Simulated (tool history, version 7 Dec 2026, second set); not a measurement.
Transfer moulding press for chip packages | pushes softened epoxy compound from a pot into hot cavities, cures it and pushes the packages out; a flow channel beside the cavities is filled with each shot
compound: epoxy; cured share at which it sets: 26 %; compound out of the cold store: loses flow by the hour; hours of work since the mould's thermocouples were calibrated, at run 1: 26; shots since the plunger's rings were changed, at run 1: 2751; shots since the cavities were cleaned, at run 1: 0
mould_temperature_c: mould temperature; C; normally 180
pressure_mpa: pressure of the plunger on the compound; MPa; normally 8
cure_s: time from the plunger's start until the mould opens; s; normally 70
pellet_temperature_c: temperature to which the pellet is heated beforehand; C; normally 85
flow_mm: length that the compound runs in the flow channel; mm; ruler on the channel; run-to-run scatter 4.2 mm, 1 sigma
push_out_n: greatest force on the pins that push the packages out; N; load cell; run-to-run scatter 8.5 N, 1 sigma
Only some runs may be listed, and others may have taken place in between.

run    hour  mould_temperature_c  pressure_mpa  cure_s  pellet_temperature_c  hours of work since the mould's thermocouples were calibrated  shots since the plunger's rings were changed  shots since the cavities were cleaned  incoming compound's hours out of the cold store  flow_mm  push_out_n
  1       0                  180             8      70                    85                                                             26                                          2751                                      0                                             17.8      611         374
       41.2  -- cavities cleaned with cleaning compound and waxed
  2    63.4                  180             8      70                    85                                                             69                                          3685                                    335                                             43.6      537         640
       79.5  -- cavities cleaned with cleaning compound and waxed
      116.6  -- plunger's sealing rings changed
      126.6  -- cavities cleaned with cleaning compound and waxed
  3   142.9                  180             8      70                    85                                                            120                                           375                                    248                                             19.8      635         517
      168.4  -- cavities cleaned with cleaning compound and waxed
  4   204.3                  180             8      70                    85                                                            161                                          1278                                    541                                             41.9      571         564
      211.9  -- cavities cleaned with cleaning compound and waxed
      251.2  -- cavities cleaned with cleaning compound and waxed
  5   262.4                  180             8      70                    85                                                            198                                          2110                                    168                                               42      569         442
      286.2  -- cavities cleaned with cleaning compound and waxed, once more
      326.1  -- cavities cleaned with cleaning compound and waxed
  6   328.1                  180             8      70                    85                                                            241                                          3058                                     31                                             45.1      552         392
      367.9  -- cavities cleaned with cleaning compound and waxed
      406.5  -- cavities cleaned with cleaning compound and waxed
  7   420.3                  180          9.44      70                    85                                                            302                                          4404                                    209                                             24.7      629         474
      429.6  -- plunger's sealing rings changed
      447.5  -- cavities cleaned with cleaning compound and waxed
  8   473.8                  180             8      70                    85                                                            336                                           645                                    398                                             13.3      647         554
      490.9  -- cavities cleaned with cleaning compound and waxed
      504.2  -- mould's thermocouples calibrated
      535.7  -- cavities cleaned with cleaning compound and waxed
  9   549.1                  180             8      70                    85                                                             30                                          1706                                    202                                             17.9      624         489
      577.7  -- cavities cleaned with cleaning compound and waxed
 10     613                  180             8      70                    85                                                             72                                          2648                                    533                                             30.8      574         534
      618.3  -- cavities cleaned with cleaning compound and waxed
      659.3  -- cavities cleaned with cleaning compound and waxed
 11   659.3                  180             8      70                    85                                                            102                                          3302                                      0                                             20.1      607         403
      700.5  -- cavities cleaned with cleaning compound and waxed
 12   722.5                  180             8      70                    85                                                            144                                          4234                                    333                                             17.1      600         533
      745.2  -- plunger's sealing rings changed
      746.7  -- cavities cleaned with cleaning compound and waxed
      784.1  -- cavities cleaned with cleaning compound and waxed
 13   791.2                  180             8      70                    85                                                            188                                           650                                    107                                             38.2      582         428
        824  -- cavities cleaned with cleaning compound and waxed
 14   853.1                  174          9.43     100                    85                                                            229                                          1562                                    440                                             30.4      650         368
      866.8  -- cavities cleaned with cleaning compound and waxed
      911.5  -- cavities cleaned with cleaning compound and waxed
 15   934.2                  174          6.49      77                    92                                                            283                                          2741                                    343                                               35      521         556
      950.2  -- cavities cleaned with cleaning compound and waxed
 16   974.5                  174          6.74      77                    92                                                            309                                          3327                                    367                                               30      527         554
      987.7  -- cavities cleaned with cleaning compound and waxed
     1032.3  -- cavities cleaned with cleaning compound and waxed
     1046.2  -- mould's thermocouples calibrated
 17  1049.6                  182          6.74      60                    82                                                              2                                          4386                                    231                                             27.5      525         693
     1056.8  -- plunger's sealing rings changed
     1081.3  -- cavities cleaned with cleaning compound and waxed
 18  1099.7                  182          6.74      60                    82                                                             34                                           625                                    277                                             31.4      553         674
     1126.6  -- cavities cleaned with cleaning compound and waxed
 19  1144.5                  182          7.78      60                    82                                                             64                                          1279                                    269                                             23.3      607         712
     1167.8  -- cavities cleaned with cleaning compound and waxed
     1209.3  -- cavities cleaned with cleaning compound and waxed
 20  1209.7                  182          7.78      60                    82                                                            106                                          2218                                      6                                             43.8      549         526
     1247.9  -- cavities cleaned with cleaning compound and waxed
 21  1268.5                  177          7.78      73                    82                                                            145                                          3085                                    312                                             27.9      584         539
     1287.9  -- cavities cleaned with cleaning compound and waxed
 22  1323.3                  180          8.74      70                    85                                                            182                                          3889                                    535                                             13.6      645         589
     1330.5  -- cavities cleaned with cleaning compound and waxed
     1364.9  -- plunger's sealing rings changed
     1373.7  -- cavities cleaned with cleaning compound and waxed
     1411.9  -- cavities cleaned with cleaning compound and waxed
 23    1413                  180          6.48      70                    83                                                            239                                           681                                     17                                             31.5      550         393

Hidden state or all else? Some run-to-run changes of flow_mm, split into what the settings, what came in and random variation would give without the hidden state, and what is left for the hidden state (with any gauge scatter that isn't in both results):
What the log doesn't record here: true mould temperature over the reading, C; pressure that reaches the compound, % of what is set; grip of the stained cavities, % over clean ones'; drift of the gauge itself on flow_mm, %; drift of the gauge itself on push_out_n, %.
Run 2 -> 3: cavities cleaned with cleaning compound and waxed, plunger's sealing rings changed, cavities cleaned with cleaning compound and waxed. flow_mm +98 mm: hidden state +30, all else +68.
Run 7 -> 8: pressure_mpa 9.44 -> 8, plunger's sealing rings changed, cavities cleaned with cleaning compound and waxed. flow_mm +18 mm: hidden state +44, all else -26.
Run 12 -> 13: plunger's sealing rings changed, cavities cleaned with cleaning compound and waxed, cavities cleaned with cleaning compound and waxed. flow_mm -18 mm: hidden state +41, all else -59.
Run 14 -> 15: pressure_mpa 9.43 -> 6.49, cure_s 100 -> 77, pellet_temperature_c 85 -> 92, cavities cleaned with cleaning compound and waxed, cavities cleaned with cleaning compound and waxed. flow_mm -129 mm: hidden state -8, all else -121.

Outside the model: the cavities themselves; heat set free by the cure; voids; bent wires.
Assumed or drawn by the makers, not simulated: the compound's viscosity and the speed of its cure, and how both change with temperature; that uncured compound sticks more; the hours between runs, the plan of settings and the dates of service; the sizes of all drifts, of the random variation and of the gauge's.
